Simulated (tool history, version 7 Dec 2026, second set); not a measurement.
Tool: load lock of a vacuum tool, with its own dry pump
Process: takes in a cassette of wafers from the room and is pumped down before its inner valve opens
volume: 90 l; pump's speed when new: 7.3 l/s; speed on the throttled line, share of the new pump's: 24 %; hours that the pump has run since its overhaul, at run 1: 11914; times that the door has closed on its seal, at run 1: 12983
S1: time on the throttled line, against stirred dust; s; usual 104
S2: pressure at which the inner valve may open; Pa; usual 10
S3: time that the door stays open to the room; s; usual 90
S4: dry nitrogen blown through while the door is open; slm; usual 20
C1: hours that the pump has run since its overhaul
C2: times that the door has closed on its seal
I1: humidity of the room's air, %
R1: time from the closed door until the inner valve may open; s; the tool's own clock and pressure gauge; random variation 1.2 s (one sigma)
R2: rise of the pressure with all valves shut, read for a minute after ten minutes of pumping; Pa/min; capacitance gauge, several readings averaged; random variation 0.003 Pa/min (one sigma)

| run | day | S1 | S2 | S3 | S4 | C1 | C2 | I1 | R1 | R2 |
|---|---|---|---|---|---|---|---|---|---|---|
| 1 | 0.000 | 104 | 10 | 90 | 20 | 11914 | 12983 | 43.6 | 193.6 | 0.027 |
| 2 | 5.779 | 104 | 10 | 90 | 20 | 12053 | 13274 | 43.8 | 194.6 | 0.028 |
| 3 | 9.338 | 104 | 10 | 90 | 20 | 12138 | 13453 | 46.0 | 193.2 | 0.035 |
| 4 | 12.775 | 104 | 10 | 135 | 20 | 12221 | 13625 | 42.4 | 193.9 | 0.032 |
| 5 | 17.571 | 104 | 10 | 135 | 20 | 12336 | 13866 | 43.0 | 191.2 | 0.033 |
| 6 | 24.829 | 116 | 10 | 90 | 20 | 12510 | 14230 | 43.7 | 202.5 | 0.025 |
| 7 | 27.988 | 116 | 10 | 90 | 20 | 12586 | 14389 | 44.7 | 202.5 | 0.027 |
| 8 | 32.808 | 116 | 10 | 90 | 20 | 12701 | 14631 | 46.8 | 202.1 | 0.027 |
| 9 | 38.717 | 104 | 10 | 90 | 16 | 12843 | 14928 | 45.1 | 193.2 | 0.033 |
| 10 | 42.838 | 104 | 10 | 90 | 16 | 12942 | 15135 | 43.3 | 193.5 | 0.028 |
| 11 | 47.712 | 104 | 10 | 90 | 16 | 13059 | 15380 | 46.8 | 193.4 | 0.034 |
| 12 | 53.871 | 104 | 10 | 90 | 16 | 13207 | 15689 | 45.6 | 193.5 | 0.025 |
| 13 | 59.362 | 104 | 10 | 90 | 16 | 13339 | 15965 | 42.4 | 195.0 | 0.031 |
| 14 | 65.629 | 104 | 10 | 90 | 16 | 13489 | 16280 | 46.3 | 193.5 | 0.028 |
| 15 | 72.408 | 81 | 10 | 90 | 20 | 13652 | 16620 | 47.2 | 177.6 | 0.029 |
| 16 | 78.133 | 104 | 13 | 90 | 20 | 13789 | 16908 | 45.8 | 189.8 | 0.028 |
| 17 | 82.633 | 104 | 10 | 90 | 20 | 13897 | 17133 | 44.9 | 193.3 | 0.026 |
| 18 | 86.179 | 104 | 10 | 90 | 20 | 13982 | 17312 | 43.6 | 193.8 | 0.024 |
| 19 | 92.950 | 102 | 10 | 90 | 20 | 14145 | 17652 | 46.4 | 189.3 | 0.028 |
| 20 | 98.342 | 193 | 8 | 73 | 32 | 14274 | 17923 | 45.0 | 265.0 | 0.020 |
| 21 | 103.892 | 96 | 9 | 140 | 4 | 14407 | 18201 | 43.8 | 190.7 | 0.067 |
| 22 | 110.262 | 96 | 9 | 140 | 4 | 14560 | 18521 | 45.4 | 188.4 | 0.061 |
| 23 | 117.254 | 130 | 10 | 90 | 20 | 14728 | 18872 | 44.7 | 211.7 | 0.030 |
| 24 | 121.483 | 136 | 10 | 122 | 20 | 14830 | 19085 | 49.9 | 219.8 | 0.037 |
| 25 | 128.221 | 104 | 11 | 61 | 20 | 14991 | 19423 | 45.9 | 193.7 | 0.025 |
| 26 | 132.138 | 104 | 11 | 90 | 20 | 15085 | 19620 | 45.0 | 192.7 | 0.027 |
| 27 | 136.204 | 104 | 11 | 204 | 4 | 15183 | 19824 | 42.7 | 194.0 | 0.065 |
| 28 | 139.871 | 104 | 18 | 90 | 5 | 15271 | 20008 | 46.1 | 183.9 | 0.040 |
| 29 | 144.138 | 104 | 18 | 90 | 5 | 15373 | 20222 | 41.8 | 186.1 | 0.041 |
| 30 | 151.075 | 104 | 18 | 90 | 6 | 15540 | 20571 | 43.9 | 185.1 | 0.041 |
| 31 | 154.350 | 104 | 11 | 90 | 25 | 15618 | 20735 | 42.6 | 191.5 | 0.019 |
| 32 | 157.538 | 104 | 10 | 69 | 20 | 15695 | 20895 | 46.5 | 194.1 | 0.025 |
| 33 | 161.592 | 136 | 14 | 200 | 7 | 15792 | 21099 | 47.5 | 212.4 | 0.071 |
| 34 | 166.412 | 55 | 19 | 200 | 6 | 15908 | 21341 | 44.9 | 148.4 | 0.066 |
| 35 | 169.792 | 104 | 11 | 90 | 20 | 15989 | 21511 | 44.5 | 193.2 | 0.031 |
| 36 | 173.083 | 104 | 11 | 90 | 20 | 16068 | 21676 | 45.4 | 193.6 | 0.028 |
| 37 | 179.421 | 104 | 11 | 90 | 20 | 16220 | 21995 | 46.1 | 193.8 | 0.029 |
| 38 | 183.512 | 104 | 11 | 63 | 29 | 16318 | 22200 | 48.2 | 192.0 | 0.024 |

Forecast each of these 3 alternatives for the next run:
| A | 186.688 | 104 | 11 | 155 | 4 | 16395 | 22360 | 46.2 | ? | ? |
| B | 186.688 | 85 | 10 | 125 | 20 | 16395 | 22360 | 43.9 | ? | ? |
| C | 186.688 | 181 | 10 | 90 | 17 | 16395 | 22360 | 43.4 | ? | ? |

| run | R1 | R2 |
|---|---|---|
| A | 193.1 | 0.072 |
| B | 178.3 | 0.029 |
| C | 253.6 | 0.030 |
Without the tool's hidden state the same runs would have given:
| run | R1 | R2 |
|---|---|---|
| A | 192.9 | 0.072 |
| B | 178.2 | 0.029 |
| C | 253.5 | 0.030 |
